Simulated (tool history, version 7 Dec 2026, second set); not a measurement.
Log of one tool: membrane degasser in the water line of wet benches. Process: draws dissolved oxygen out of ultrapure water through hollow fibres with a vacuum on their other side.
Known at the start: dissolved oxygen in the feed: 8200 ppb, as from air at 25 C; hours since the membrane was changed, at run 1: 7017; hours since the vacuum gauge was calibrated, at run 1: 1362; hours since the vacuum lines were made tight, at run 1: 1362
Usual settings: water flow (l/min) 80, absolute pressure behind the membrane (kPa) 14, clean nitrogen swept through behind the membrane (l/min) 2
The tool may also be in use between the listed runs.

| run | hour | water flow (l/min) | absolute pressure behind the membrane (kPa) | clean nitrogen swept through behind the membrane (l/min) | hours since the membrane was changed | hours since the vacuum gauge was calibrated | hours since the vacuum lines were made tight | dissolved oxygen in the water behind the degasser (ppb) | pressure that the water loses in the fibres (kPa) |
|---|---|---|---|---|---|---|---|---|---|
| 1 | 0 | 80 | 14 | 2 | 7017 | 1362 | 1362 | 815.7 | 55.52 |
| 2 | 167.6 | 74 | 14 | 2 | 7184 | 1530 | 1530 | 769 | 51.48 |
| 3 | 257.9 | 91 | 14 | 2 | 7275 | 1620 | 1620 | 902.6 | 63.31 |
| 4 | 386.1 | 80 | 14 | 2.08 | 7403 | 1748 | 1748 | 798 | 55.56 |
| 5 | 494.7 | 80 | 14 | 1.66 | 7511 | 1857 | 1857 | 934.4 | 55.47 |
| 6 | 586.3 | 80 | 31.8 | 1.66 | 7603 | 1949 | 1949 | 2114.9 | 55.53 |
| 7 | 734 | 80 | 31.8 | 1.66 | 7751 | 2096 | 2096 | 2116.7 | 55.87 |
| 8 | 889.1 | 80 | 31.8 | 1.66 | 7906 | 2251 | 2251 | 2110.1 | 55.72 |
| 9 | 1040 | 80 | 31.8 | 1.66 | 8057 | 2402 | 2402 | 2116 | 55.6 |
| 10 | 1137.8 | 80 | 31.8 | 1.66 | 8154 | 2500 | 2500 | 2121.8 | 55.91 |
| 11 | 1313.6 | 80 | 31.8 | 1.66 | 8330 | 2676 | 2676 | 2112.9 | 56 |
| 12 | 1453.2 | 80 | 31.8 | 1.66 | 8470 | 2816 | 2816 | 2105 | 56.02 |
| 13 | 1628.7 | 80 | 14 | 2 | 8645 | 2991 | 2991 | 820.8 | 56.31 |
|  | 1644.3 | seals of the vacuum lines changed |
| 14 | 1791 | 80 | 14 | 2 | 8806 | 3151 | 147 | 819.4 | 55.79 |
| 15 | 1965 | 80 | 14 | 2 | 8980 | 3325 | 321 | 822.3 | 55.75 |
| 16 | 2066.9 | 80 | 14 | 2 | 9082 | 3427 | 423 | 824.7 | 56.25 |
| 17 | 2213.4 | 80 | 10 | 1.56 | 9228 | 3574 | 569 | 650.4 | 56.16 |
| 18 | 2346.2 | 80 | 10 | 1.56 | 9361 | 3707 | 702 | 650.6 | 56.22 |
| 19 | 2436.8 | 80 | 10 | 2.27 | 9451 | 3797 | 792 | 496.3 | 56.44 |
| 20 | 2561.5 | 70 | 14.2 | 1.44 | 9576 | 3922 | 917 | 954.5 | 49.63 |
|  | 2667.4 | membrane cartridge changed |
| 21 | 2717.1 | 70 | 9.2 | 3.8 | 50 | 4073 | 1069 | 255.8 | 46.19 |
| 22 | 2795.3 | 80 | 14 | 1.99 | 128 | 4152 | 1147 | 818.9 | 52.28 |
| 23 | 2960.9 | 50 | 22.7 | 2.54 | 294 | 4317 | 1313 | 792.7 | 32.99 |
| 24 | 3049 | 50 | 22.7 | 2.54 | 382 | 4405 | 1401 | 791.4 | 32.75 |
| 25 | 3225.2 | 110 | 9.4 | 3.68 | 558 | 4582 | 1577 | 417.2 | 72.56 |
| 26 | 3325.7 | 110 | 9.4 | 3.68 | 658 | 4682 | 1677 | 416.8 | 72.62 |
| 27 | 3443.7 | 57 | 13.2 | 1.21 | 776 | 4800 | 1795 | 855.6 | 37.75 |

Forecast run 28:
| 28 | 3539.5 | 57 | 13.2 | 1.21 | 872 | 4896 | 1891 | ? | ? |

{"run 28": {"dissolved oxygen in the water behind the degasser (ppb)": 853.9, "pressure that the water loses in the fibres (kPa)": 37.81}}
Without the tool's hidden state the same run would have given dissolved oxygen in the water behind the degasser (ppb) 844.6, pressure that the water loses in the fibres (kPa) 37.58.

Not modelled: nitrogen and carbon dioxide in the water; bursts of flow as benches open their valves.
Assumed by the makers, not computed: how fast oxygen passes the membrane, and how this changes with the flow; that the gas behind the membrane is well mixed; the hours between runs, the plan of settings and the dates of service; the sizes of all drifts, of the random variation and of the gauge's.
